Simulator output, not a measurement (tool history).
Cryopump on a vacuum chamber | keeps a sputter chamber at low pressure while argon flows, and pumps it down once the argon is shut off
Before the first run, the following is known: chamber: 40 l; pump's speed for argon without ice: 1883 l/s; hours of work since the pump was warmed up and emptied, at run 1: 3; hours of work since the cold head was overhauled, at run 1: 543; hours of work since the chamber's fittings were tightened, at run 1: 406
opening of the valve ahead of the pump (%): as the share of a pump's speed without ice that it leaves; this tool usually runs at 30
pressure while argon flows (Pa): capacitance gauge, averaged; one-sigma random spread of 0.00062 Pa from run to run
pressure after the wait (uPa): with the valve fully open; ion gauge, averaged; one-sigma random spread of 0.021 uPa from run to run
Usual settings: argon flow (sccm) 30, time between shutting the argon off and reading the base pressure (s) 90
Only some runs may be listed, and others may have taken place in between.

run   hour  argon flow (sccm)  time between shutting the argon off and reading the base pressure (s)  opening of the valve ahead of the pump (%)  hours of work since the pump was warmed up and emptied  hours of work since the cold head was overhauled  hours of work since the chamber's fittings were tightened  pressure while argon flows (Pa)  pressure after the wait (uPa)
  1    0.0                 30                                                                     90                                          30                                                       3                                               543                                                        406                           0.0906                           0.48
  2    8.7                 30                                                                     90                                          30                                                       9                                               549                                                        412                           0.0903                           0.53
  3   20.5                 30                                                                     90                                          30                                                      17                                               557                                                        420                           0.0902                           0.47
  4   28.9                 30                                                                     90                                          19                                                      23                                               563                                                        426                           0.1425                           0.50
  5   37.3                 30                                                                     90                                          19                                                      29                                               569                                                        432                           0.1414                           0.51
  6   46.7                 30                                                                     90                                          19                                                      35                                               575                                                        438                           0.1430                           0.48
  7   62.3                 38                                                                     90                                          30                                                      46                                               586                                                        449                           0.1147                           0.52
  8   81.5                 17                                                                     90                                          30                                                      59                                               599                                                        462                           0.0515                           0.48
  9   90.8                 30                                                                     38                                          30                                                      66                                               606                                                        469                           0.0909                           0.88
 10  106.8                 30                                                                     38                                          30                                                      77                                               617                                                        480                           0.0908                           0.85
 11  123.7                 30                                                                    269                                          30                                                      88                                               629                                                        492                           0.0909                           0.37
 12  132.7                 30                                                                    269                                          30                                                      95                                               635                                                        498                           0.0921                           0.35
 13  140.8                 30                                                                     90                                          30                                                     100                                               640                                                        503                           0.0925                           0.54
 14  158.2                 30                                                                     90                                          30                                                     112                                               652                                                        516                           0.0928                           0.52
 15  174.0                 30                                                                     90                                          30                                                     123                                               663                                                        526                           0.0921                           0.52
 16  187.7                 30                                                                    132                                          30                                                     133                                               673                                                        536                           0.0927                           0.47
 17  202.0                 30                                                                     90                                          30                                                     143                                               683                                                        546                           0.0920                           0.52
 18  210.5                 14                                                                     90                                          22                                                     148                                               689                                                        552                           0.0581                           0.56
 19  224.5                 14                                                                     90                                          22                                                     158                                               698                                                        561                           0.0597                           0.57
 20  241.0                 12                                                                    142                                          46                                                     169                                               710                                                        573                           0.0250                           0.46
 21  259.7                 22                                                                     49                                          46                                                     182                                               723                                                        586                           0.0461                           0.74
 22  270.4                 22                                                                    138                                          19                                                     190                                               730                                                        593                           0.1068                           0.49
 23  287.2                 22                                                                    138                                          35                                                     201                                               742                                                        605                           0.0601                           0.49
 24  297.2                 54                                                                     90                                          30                                                     208                                               748                                                        612                           0.1677                           0.59
 25  306.6                 46                                                                     90                                          22                                                     215                                               755                                                        618                           0.1943                           0.58
 26  322.0                 46                                                                    253                                          18                                                     225                                               766                                                        629                           0.2369                           0.43
 27  330.0                 28                                                                     90                                          30                                                     231                                               771                                                        634                           0.0890                           0.56
 28  339.5                 23                                                                    123                                          26                                                     238                                               778                                                        641                           0.0830                           0.53
 29  348.5                 23                                                                    123                                          26                                                     244                                               784                                                        647                           0.0842                           0.53
 30  364.3                 23                                                                    123                                          26                                                     255                                               795                                                        658                           0.0840                           0.53
 31  383.4                 25                                                                    107                                          27                                                     268                                               808                                                        671                           0.0864                           0.50
 32  395.7                 25                                                                    107                                          27                                                     276                                               817                                                        680                           0.0878                           0.57
 33  411.3                 25                                                                    107                                          27                                                     287                                               827                                                        690                           0.0876                           0.59

Alternative continuations, all from the tool just after run 33; predict every row:
  A  423.8                 13                                                                     24                                          27                                                     296                                               836                                                        699                                ?                              ?
  B  423.8                 25                                                                     91                                          27                                                     296                                               836                                                        699                                ?                              ?
  C  423.8                 25                                                                    165                                          24                                                     296                                               836                                                        699                                ?                              ?

run  pressure while argon flows (Pa)  pressure after the wait (uPa)
  A                           0.0456                           1.28
  B                           0.0873                           0.63
  C                           0.0979                           0.49
Take away the tool's hidden state, keep each run's random variation, and the runs would have read:
run  pressure while argon flows (Pa)  pressure after the wait (uPa)
  A                           0.0430                           1.08
  B                           0.0822                           0.42
  C                           0.0928                           0.29
